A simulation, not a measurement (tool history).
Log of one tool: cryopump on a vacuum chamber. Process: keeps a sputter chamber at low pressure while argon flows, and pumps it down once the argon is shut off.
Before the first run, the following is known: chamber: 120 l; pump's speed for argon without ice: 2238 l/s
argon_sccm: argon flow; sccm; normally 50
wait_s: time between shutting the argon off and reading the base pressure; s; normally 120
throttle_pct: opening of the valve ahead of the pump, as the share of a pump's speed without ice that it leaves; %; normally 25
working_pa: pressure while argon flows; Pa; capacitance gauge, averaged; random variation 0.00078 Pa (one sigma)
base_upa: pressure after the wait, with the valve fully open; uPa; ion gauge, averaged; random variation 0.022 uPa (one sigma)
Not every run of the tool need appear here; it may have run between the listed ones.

{"run": 1, "hour": 0.0, "argon_sccm": 50, "wait_s": 120, "throttle_pct": 25, "working_pa": 0.1556, "base_upa": 2.24}
{"run": 2, "hour": 8.6, "argon_sccm": 50, "wait_s": 120, "throttle_pct": 25, "working_pa": 0.1572, "base_upa": 2.21}
{"run": 3, "hour": 23.8, "argon_sccm": 50, "wait_s": 120, "throttle_pct": 25, "working_pa": 0.1563, "base_upa": 2.33}
{"run": 4, "hour": 39.2, "argon_sccm": 50, "wait_s": 120, "throttle_pct": 25, "working_pa": 0.1563, "base_upa": 2.27}
{"run": 5, "hour": 56.2, "argon_sccm": 50, "wait_s": 120, "throttle_pct": 25, "working_pa": 0.157, "base_upa": 2.28}
{"run": 6, "hour": 70.7, "argon_sccm": 50, "wait_s": 120, "throttle_pct": 25, "working_pa": 0.1573, "base_upa": 2.29}
{"run": 7, "hour": 79.7, "argon_sccm": 50, "wait_s": 120, "throttle_pct": 25, "working_pa": 0.1578, "base_upa": 2.28}
{"run": 8, "hour": 92.4, "argon_sccm": 48, "wait_s": 120, "throttle_pct": 25, "working_pa": 0.1498, "base_upa": 2.33}
{"run": 9, "hour": 100.3, "argon_sccm": 48, "wait_s": 46, "throttle_pct": 25, "working_pa": 0.1525, "base_upa": 3.19}

For run 10, what comes out?
{"run": 10, "hour": 116.2, "argon_sccm": 48, "wait_s": 46, "throttle_pct": 25, "working_pa": "?", "base_upa": "?"}

Run 10 produced working_pa 0.1514 Pa, base_upa 3.17 uPa.
With no hidden state in the tool, this same run would have given working_pa 0.1450 Pa, base_upa 1.58 uPa.
